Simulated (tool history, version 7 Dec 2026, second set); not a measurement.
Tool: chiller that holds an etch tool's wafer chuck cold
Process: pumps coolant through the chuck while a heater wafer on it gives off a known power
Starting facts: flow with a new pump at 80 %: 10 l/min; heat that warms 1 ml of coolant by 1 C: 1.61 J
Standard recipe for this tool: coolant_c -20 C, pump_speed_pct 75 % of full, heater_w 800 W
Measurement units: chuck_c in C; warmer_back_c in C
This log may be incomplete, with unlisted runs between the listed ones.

run 1 hour=0 | coolant_c=-20 pump_speed_pct=75 heater_w=800 | chuck_c=-14.23 warmer_back_c=3.14
run 2 hour=108.8 | coolant_c=-20 pump_speed_pct=75 heater_w=800 | chuck_c=-14.25 warmer_back_c=3.24
run 3 hour=266.3 | coolant_c=-20 pump_speed_pct=75 heater_w=800 | chuck_c=-14.24 warmer_back_c=3.21
run 4 hour=383.2 | coolant_c=-20 pump_speed_pct=75 heater_w=800 | chuck_c=-14.26 warmer_back_c=3.18
run 5 hour=531.6 | coolant_c=-20 pump_speed_pct=75 heater_w=800 | chuck_c=-14.28 warmer_back_c=3.29
run 6 hour=649.1 | coolant_c=-20 pump_speed_pct=75 heater_w=800 | chuck_c=-14.21 warmer_back_c=3.22
-- hour=712.4 chiller's thermometer calibrated
run 7 hour=747.8 | coolant_c=-20 pump_speed_pct=75 heater_w=800 | chuck_c=-14.24 warmer_back_c=3.24
run 8 hour=855.3 | coolant_c=-20 pump_speed_pct=75 heater_w=800 | chuck_c=-14.21 warmer_back_c=3.21
run 9 hour=944.2 | coolant_c=-20 pump_speed_pct=75 heater_w=800 | chuck_c=-14.19 warmer_back_c=3.25
run 10 hour=1083.5 | coolant_c=-20 pump_speed_pct=75 heater_w=800 | chuck_c=-14.23 warmer_back_c=3.28
run 11 hour=1245.2 | coolant_c=-21 pump_speed_pct=75 heater_w=800 | chuck_c=-15.21 warmer_back_c=3.28
run 12 hour=1330.7 | coolant_c=-20 pump_speed_pct=82 heater_w=800 | chuck_c=-14.56 warmer_back_c=3.04
run 13 hour=1482.4 | coolant_c=-20 pump_speed_pct=75 heater_w=494 | chuck_c=-16.53 warmer_back_c=2.12
run 14 hour=1582.9 | coolant_c=-20 pump_speed_pct=64 heater_w=800 | chuck_c=-13.52 warmer_back_c=3.87
run 15 hour=1733.8 | coolant_c=-20 pump_speed_pct=78 heater_w=800 | chuck_c=-14.32 warmer_back_c=3.15
run 16 hour=1851.5 | coolant_c=-20 pump_speed_pct=78 heater_w=800 | chuck_c=-14.34 warmer_back_c=3.25
run 17 hour=1926.4 | coolant_c=-12 pump_speed_pct=66 heater_w=1047 | chuck_c=-3.77 warmer_back_c=4.9
run 18 hour=2022.4 | coolant_c=-26 pump_speed_pct=75 heater_w=800 | chuck_c=-20.25 warmer_back_c=3.38
run 19 hour=2096.7 | coolant_c=-26 pump_speed_pct=75 heater_w=800 | chuck_c=-20.23 warmer_back_c=3.41
run 20 hour=2188.2 | coolant_c=-22 pump_speed_pct=75 heater_w=857 | chuck_c=-15.82 warmer_back_c=3.65
run 21 hour=2302.9 | coolant_c=-23 pump_speed_pct=75 heater_w=845 | chuck_c=-16.89 warmer_back_c=3.58
run 22 hour=2459.3 | coolant_c=-23 pump_speed_pct=75 heater_w=845 | chuck_c=-16.9 warmer_back_c=3.59
run 23 hour=2588.8 | coolant_c=-23 pump_speed_pct=75 heater_w=845 | chuck_c=-16.92 warmer_back_c=3.62
run 24 hour=2712.1 | coolant_c=-29 pump_speed_pct=71 heater_w=1152 | chuck_c=-20.36 warmer_back_c=5.13
run 25 hour=2806.3 | coolant_c=-11 pump_speed_pct=75 heater_w=705 | chuck_c=-5.95 warmer_back_c=3.06
run 26 hour=2881.3 | coolant_c=-11 pump_speed_pct=75 heater_w=705 | chuck_c=-5.96 warmer_back_c=3.1
-- hour=2998.2 chiller's thermometer calibrated
run 27 hour=2998.2 | coolant_c=-11 pump_speed_pct=75 heater_w=705 | chuck_c=-5.9 warmer_back_c=3.11
run 28 hour=3153.9 | coolant_c=-17 pump_speed_pct=98 heater_w=601 | chuck_c=-13.37 warmer_back_c=2.15
-- hour=3187.8 coolant changed, channels flushed
run 29 hour=3309.2 | coolant_c=-17 pump_speed_pct=98 heater_w=601 | chuck_c=-13.35 warmer_back_c=2.17
run 30 hour=3424.2 | coolant_c=-21 pump_speed_pct=81 heater_w=523 | chuck_c=-17.45 warmer_back_c=2.23
run 31 hour=3550 | coolant_c=-20 pump_speed_pct=69 heater_w=732 | chuck_c=-14.4 warmer_back_c=3.52
run 32 hour=3620.9 | coolant_c=-27 pump_speed_pct=75 heater_w=997 | chuck_c=-19.79 warmer_back_c=4.26

What if the next run were any one of these 3? Each begins from the tool's condition after run 32:
-- hour=3690.5 gauge calibrated
run A hour=3706.4 | coolant_c=-20 pump_speed_pct=73 heater_w=775 | chuck_c=? warmer_back_c=?
-- hour=3690.5 gauge calibrated
run B hour=3706.4 | coolant_c=-20 pump_speed_pct=61 heater_w=800 | chuck_c=? warmer_back_c=?
-- hour=3690.5 gauge calibrated
run C hour=3706.4 | coolant_c=-24 pump_speed_pct=91 heater_w=492 | chuck_c=? warmer_back_c=?

run=A chuck_c=-14.33 warmer_back_c=3.13
run=B chuck_c=-13.4 warmer_back_c=3.93
run=C chuck_c=-20.83 warmer_back_c=1.63
With no hidden state in the tool, these same runs would have given:
run=A chuck_c=-14.34 warmer_back_c=3.12
run=B chuck_c=-13.42 warmer_back_c=3.92
run=C chuck_c=-20.84 warmer_back_c=1.62
